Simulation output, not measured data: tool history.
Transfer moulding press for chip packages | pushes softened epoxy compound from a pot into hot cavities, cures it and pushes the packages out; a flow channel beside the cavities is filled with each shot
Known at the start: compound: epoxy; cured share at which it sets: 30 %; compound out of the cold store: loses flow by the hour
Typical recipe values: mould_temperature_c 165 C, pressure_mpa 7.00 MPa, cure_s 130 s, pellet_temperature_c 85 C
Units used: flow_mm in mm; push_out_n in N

run	day	mould_temperature_c	pressure_mpa	cure_s	pellet_temperature_c	incoming compound's hours out of the cold store	flow_mm	push_out_n
1	0.000	165	7.00	130	85	24.0	834	429
# day 1.354: cavities cleaned with cleaning compound and waxed
2	2.779	165	7.00	130	85	17.9	857	451
# day 3.446: cavities cleaned with cleaning compound and waxed
# day 5.525: cavities cleaned with cleaning compound and waxed
# day 5.862: plunger's sealing rings changed
3	5.862	165	7.00	113	85	31.1	807	510
# day 7.850: cavities cleaned with cleaning compound and waxed
4	8.462	165	7.00	113	85	22.5	841	498
# day 9.912: mould's thermocouples calibrated
# day 10.162: cavities cleaned with cleaning compound and waxed
# day 12.238: cavities cleaned with cleaning compound and waxed
5	12.321	165	7.00	113	85	28.8	818	498
6	14.029	165	7.00	113	92	26.0	827	481
# day 14.375: cavities cleaned with cleaning compound and waxed
# day 16.521: cavities cleaned with cleaning compound and waxed
7	17.758	165	7.00	113	92	29.1	812	497
# day 18.696: cavities cleaned with cleaning compound and waxed
# day 20.958: cavities cleaned with cleaning compound and waxed
8	21.446	173	7.00	130	85	24.7	808	409
# day 23.217: cavities cleaned with cleaning compound and waxed
9	24.625	173	7.00	130	85	36.0	764	397
# day 25.317: cavities cleaned with cleaning compound and waxed
# day 26.292: plunger's sealing rings changed
# day 27.496: cavities cleaned with cleaning compound and waxed
10	28.621	173	7.00	130	85	11.4	858	403
# day 29.604: cavities cleaned with cleaning compound and waxed
# day 30.979: mould's thermocouples calibrated
11	31.054	163	7.00	130	85	34.4	802	468
# day 31.917: cavities cleaned with cleaning compound and waxed
12	32.658	165	7.00	130	85	39.7	777	431
# day 34.283: cavities cleaned with cleaning compound and waxed
13	35.525	165	7.00	130	85	30.3	813	448
# day 36.479: cavities cleaned with cleaning compound and waxed
# day 38.738: cavities cleaned with cleaning compound and waxed
14	39.100	168	7.00	130	93	34.1	784	404
15	40.733	168	5.43	130	93	33.8	693	412
# day 41.096: cavities cleaned with cleaning compound and waxed
# day 43.238: cavities cleaned with cleaning compound and waxed
16	44.421	168	5.43	130	93	29.7	707	431
# day 45.342: cavities cleaned with cleaning compound and waxed
# day 46.654: plunger's sealing rings changed
17	46.654	165	7.00	170	85	31.1	809	396
# day 47.708: cavities cleaned with cleaning compound and waxed
18	49.254	161	6.67	130	85	36.1	787	481
# day 49.908: cavities cleaned with cleaning compound and waxed
19	51.246	161	6.67	130	85	24.2	829	496
# day 51.838: mould's thermocouples calibrated
# day 52.217: cavities cleaned with cleaning compound and waxed
20	53.888	165	5.81	130	85	10.6	812	450
# day 54.467: cavities cleaned with cleaning compound and waxed
21	56.046	165	5.85	130	83	14.7	798	440
# day 56.638: cavities cleaned with cleaning compound and waxed
22	58.096	173	7.00	142	85	41.4	748	393
# day 58.729: cavities cleaned with cleaning compound and waxed
# day 60.850: cavities cleaned with cleaning compound and waxed
23	61.179	165	7.00	154	94	12.4	885	409
# day 63.167: cavities cleaned with cleaning compound and waxed
24	64.667	165	7.00	154	94	38.0	779	391
# day 65.358: cavities cleaned with cleaning compound and waxed
# day 67.038: plunger's sealing rings changed
25	67.467	161	6.21	114	94	23.9	799	623
# day 67.750: cavities cleaned with cleaning compound and waxed
26	69.679	165	7.14	130	85	35.5	797	439

Here are 3 independent what-if runs from the current tool condition. What would each one return?
# day 70.050: cavities cleaned with cleaning compound and waxed
A	71.996	167	7.00	130	80	18.1	?	?
# day 70.050: cavities cleaned with cleaning compound and waxed
B	71.996	158	7.14	130	85	13.2	?	?
# day 70.050: cavities cleaned with cleaning compound and waxed
C	71.996	165	6.57	128	85	12.2	?	?

run	flow_mm	push_out_n
A	857	427
B	921	632
C	863	433
With the hidden condition removed and each run's random variation left untouched, the same runs would have given:
run	flow_mm	push_out_n
A	857	425
B	922	629
C	863	431
